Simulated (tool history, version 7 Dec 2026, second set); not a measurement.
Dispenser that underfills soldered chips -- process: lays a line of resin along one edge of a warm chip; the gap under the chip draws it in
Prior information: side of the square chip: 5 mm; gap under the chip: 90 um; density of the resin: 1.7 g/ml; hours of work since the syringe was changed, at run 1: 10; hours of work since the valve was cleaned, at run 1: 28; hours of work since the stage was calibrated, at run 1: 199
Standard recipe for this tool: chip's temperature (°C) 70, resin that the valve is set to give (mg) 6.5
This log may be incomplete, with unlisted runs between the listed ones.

run	hour	chip's temperature (°C)	resin that the valve is set to give (mg)	hours of work since the syringe was changed	hours of work since the valve was cleaned	hours of work since the stage was calibrated	time until the resin shows at the far edge (s)	resin that the valve gave (mg)
1	0	70	6.5	10	28	199	29	6.45
# hour 1.9: new syringe of resin
2	4.3	70	7.09	1	30	202	17.4	7.03
3	12.1	70	7.09	6	35	207	23.9	6.99
4	16.6	70	7.09	9	38	210	28	7.01
# hour 19.4: new syringe of resin
5	20.6	70	7.35	1	40	212	16.2	7.27
6	25.5	70	7.35	4	43	215	19.6	7.24
7	32.2	70	7.35	8	48	219	26.5	7.24
# hour 36.7: new syringe of resin
8	36.8	70	7.35	0	50	222	15.6	7.22
9	40.6	70	6.44	2	53	224	18.4	6.29
10	46.9	59	6.44	6	56	228	38.7	6.31
# hour 54.4: new syringe of resin
11	55.1	59	6.44	0	61	233	25.8	6.31
12	59.6	75	6.5	3	64	236	15.4	6.35
13	67.4	70	6.5	8	69	240	26.1	6.35
# hour 72.3: new syringe of resin
14	75.4	57	6.5	2	74	245	30.2	6.33
15	79	70	6.5	4	76	247	20.3	6.34
16	86.4	70	6.5	9	81	252	26.5	6.32
# hour 89.5: new syringe of resin
17	94.2	55	8.11	3	85	257	34.7	7.87

Run 18 has not been measured yet. What should we expect?
18	101.6	55	8.11	7	90	261	?	?

time until the resin shows at the far edge (s): 46
resin that the valve gave (mg): 7.85
Take away the tool's hidden state, keep the run-to-run variation as it was, and the same run would have given time until the resin shows at the far edge (s) 31.7, resin that the valve gave (mg) 8.11.

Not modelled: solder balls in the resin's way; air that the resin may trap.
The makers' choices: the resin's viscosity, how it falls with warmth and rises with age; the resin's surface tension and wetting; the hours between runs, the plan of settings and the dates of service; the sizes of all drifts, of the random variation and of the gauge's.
